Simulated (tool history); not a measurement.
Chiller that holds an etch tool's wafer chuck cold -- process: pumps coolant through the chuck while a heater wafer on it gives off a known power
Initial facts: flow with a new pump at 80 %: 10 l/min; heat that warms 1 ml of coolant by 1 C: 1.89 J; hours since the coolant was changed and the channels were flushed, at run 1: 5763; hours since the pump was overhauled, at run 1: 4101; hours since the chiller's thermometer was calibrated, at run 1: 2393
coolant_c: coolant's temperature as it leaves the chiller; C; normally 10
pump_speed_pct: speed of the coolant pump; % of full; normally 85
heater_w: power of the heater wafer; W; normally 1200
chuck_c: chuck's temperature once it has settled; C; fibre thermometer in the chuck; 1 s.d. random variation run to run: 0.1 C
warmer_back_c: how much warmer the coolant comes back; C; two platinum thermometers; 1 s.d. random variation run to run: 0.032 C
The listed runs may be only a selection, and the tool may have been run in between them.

run,day,coolant_c,pump_speed_pct,heater_w,hours since the coolant was changed and the channels were flushed,hours since the pump was overhauled,hours since the chiller's thermometer was calibrated,chuck_c,warmer_back_c
1,0,10,85,1200,5763,4101,2393,19.4,3.58
2,3.404,10,85,1200,5845,4183,2475,19.4,3.56
3,6.758,10,85,1200,5925,4263,2555,19.4,3.57
4,10.746,20,85,1200,6021,4359,2651,29.3,3.59
5,13.767,2,85,1200,6094,4431,2723,11.5,3.59
6,16.988,10,85,1200,6171,4509,2800,19.5,3.61
7,20.575,10,85,606,6257,4595,2887,14.6,1.95
# day 24.267: chiller's thermometer calibrated
8,25.088,10,85,606,6364,4702,20,15,1.92
9,27.533,10,85,606,6423,4761,78,14.7,1.91
10,31.212,12,64,646,6511,4849,167,18.3,2.69
11,34.175,12,64,646,6582,4920,238,18.4,2.7
12,36.579,10,88,1200,6640,4978,295,19.1,3.61
13,39.579,13,69,1252,6712,5050,368,24.4,4.76

Some steps in warmer_back_c between neighbouring runs. How much of each would the tool show without its hidden state too (settings, what came in, random variation), and how much is left for the hidden state, with any gauge scatter that isn't in both results?
The hidden state here: heat passed by the chuck's channels, % of clean ones'; flow at a given pump speed, % of a new pump's; coolant's true temperature over the reading, C; drift of the gauge itself on chuck_c, C; drift of the gauge itself on warmer_back_c, C.
Run 2 -> 3: settings left as they were, no log entry in between. warmer_back_c +0.01 C: hidden state +0.02, all else -0.01.
Run 6 -> 7: heater_w 1200 -> 606. warmer_back_c -1.66 C: hidden state +0.02, all else -1.68.
